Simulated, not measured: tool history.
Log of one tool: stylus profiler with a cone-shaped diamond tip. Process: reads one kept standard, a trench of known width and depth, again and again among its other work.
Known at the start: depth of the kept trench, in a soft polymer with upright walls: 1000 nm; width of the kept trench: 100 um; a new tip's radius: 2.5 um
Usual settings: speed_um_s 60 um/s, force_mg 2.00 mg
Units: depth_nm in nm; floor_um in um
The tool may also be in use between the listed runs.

run 1 hour=0.0 | speed_um_s=60 force_mg=2.00 | depth_nm=1014.38 floor_um=95.54
run 2 hour=20.1 | speed_um_s=60 force_mg=2.00 | depth_nm=1014.23 floor_um=95.50
run 3 hour=30.5 | speed_um_s=60 force_mg=0.98 | depth_nm=1009.00 floor_um=95.44
run 4 hour=41.0 | speed_um_s=60 force_mg=2.63 | depth_nm=1017.18 floor_um=95.58
run 5 hour=58.5 | speed_um_s=60 force_mg=2.63 | depth_nm=1016.43 floor_um=95.56
run 6 hour=73.4 | speed_um_s=60 force_mg=2.63 | depth_nm=1016.83 floor_um=95.53
run 7 hour=82.2 | speed_um_s=60 force_mg=1.30 | depth_nm=1011.00 floor_um=95.46
run 8 hour=95.9 | speed_um_s=60 force_mg=1.26 | depth_nm=1010.79 floor_um=95.43
run 9 hour=115.1 | speed_um_s=60 force_mg=1.26 | depth_nm=1011.03 floor_um=95.45
run 10 hour=132.2 | speed_um_s=60 force_mg=1.26 | depth_nm=1010.60 floor_um=95.46
run 11 hour=146.0 | speed_um_s=60 force_mg=1.26 | depth_nm=1010.69 floor_um=95.46
run 12 hour=166.5 | speed_um_s=60 force_mg=1.26 | depth_nm=1010.66 floor_um=95.38
run 13 hour=177.3 | speed_um_s=60 force_mg=1.26 | depth_nm=1010.75 floor_um=95.34
run 14 hour=196.7 | speed_um_s=221 force_mg=0.69 | depth_nm=1007.61 floor_um=94.48
run 15 hour=216.3 | speed_um_s=60 force_mg=2.76 | depth_nm=1017.46 floor_um=95.48
run 16 hour=235.1 | speed_um_s=229 force_mg=2.76 | depth_nm=1017.67 floor_um=95.05
run 17 hour=252.5 | speed_um_s=90 force_mg=2.76 | depth_nm=1017.82 floor_um=95.40
run 18 hour=260.9 | speed_um_s=47 force_mg=0.73 | depth_nm=1007.67 floor_um=95.32
run 19 hour=270.9 | speed_um_s=47 force_mg=0.73 | depth_nm=1008.03 floor_um=95.36
run 20 hour=290.8 | speed_um_s=47 force_mg=5.25 | depth_nm=1026.65 floor_um=95.55
run 21 hour=310.7 | speed_um_s=106 force_mg=0.98 | depth_nm=1009.07 floor_um=95.19
run 22 hour=319.2 | speed_um_s=19 force_mg=2.38 | depth_nm=1015.75 floor_um=95.57
run 23 hour=332.1 | speed_um_s=57 force_mg=4.94 | depth_nm=1025.57 floor_um=95.48
run 24 hour=352.8 | speed_um_s=33 force_mg=3.79 | depth_nm=1021.57 floor_um=95.47

4 ways to go on from here, each from the tool as it stands after run 24. What would each give?
run A hour=367.3 | speed_um_s=22 force_mg=3.28 | depth_nm=? floor_um=?
run B hour=367.3 | speed_um_s=60 force_mg=0.89 | depth_nm=? floor_um=?
run C hour=367.3 | speed_um_s=169 force_mg=0.74 | depth_nm=? floor_um=?
run D hour=367.3 | speed_um_s=50 force_mg=0.93 | depth_nm=? floor_um=?

run=A depth_nm=1019.75 floor_um=95.56
run=B depth_nm=1008.61 floor_um=95.33
run=C depth_nm=1007.85 floor_um=94.77
run=D depth_nm=1009.16 floor_um=95.40
Without the tool's hidden state the same runs would have given:
run=A depth_nm=1019.03 floor_um=95.95
run=B depth_nm=1007.90 floor_um=95.72
run=C depth_nm=1007.14 floor_um=95.17
run=D depth_nm=1008.46 floor_um=95.79
